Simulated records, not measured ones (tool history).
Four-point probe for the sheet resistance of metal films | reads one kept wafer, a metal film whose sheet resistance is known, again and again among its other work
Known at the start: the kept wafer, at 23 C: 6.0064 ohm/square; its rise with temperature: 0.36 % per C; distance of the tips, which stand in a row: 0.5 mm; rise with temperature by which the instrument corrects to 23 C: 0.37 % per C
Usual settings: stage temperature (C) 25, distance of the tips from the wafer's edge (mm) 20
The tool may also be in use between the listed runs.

run	hour	stage temperature (C)	distance of the tips from the wafer's edge (mm)	sheet resistance as the instrument gives it (ohm/square)
1	0	25	20	6.008216
2	23.2	25	20	6.007739
3	56.4	25	20	6.008293
4	85.1	25	20	6.006927
5	102.3	33	20	6.00306
6	117.6	33	20	6.00193
7	140	33	20	6.00313
8	174.2	33	20	6.001982
9	193.9	33	20	6.001442
10	213.9	25	20	6.008199
11	231.8	25	5	6.036762
12	255.4	20	20	6.010624
13	290.4	20	20	6.010357
14	325.2	25	20	6.008231
15	340.1	25	20	6.009625
16	374.8	25	20	6.008347
17	392.8	25	20	6.007421
18	417.2	25	20	6.008411
19	441.5	25	4	6.055061
20	461.9	25	20	6.006546
21	485.3	25	20	6.006052
22	512.9	25	20	6.006764
23	534.6	25	20	6.006971
24	549.9	25	3	6.089965
25	578.4	25	3	6.093146

Run 26 comes next. What will it give?
26	603	25	32	?

sheet resistance as the instrument gives it (ohm/square): 6.004933
Without the tool's hidden state the same run would have given sheet resistance as the instrument gives it (ohm/square) 6.00526.
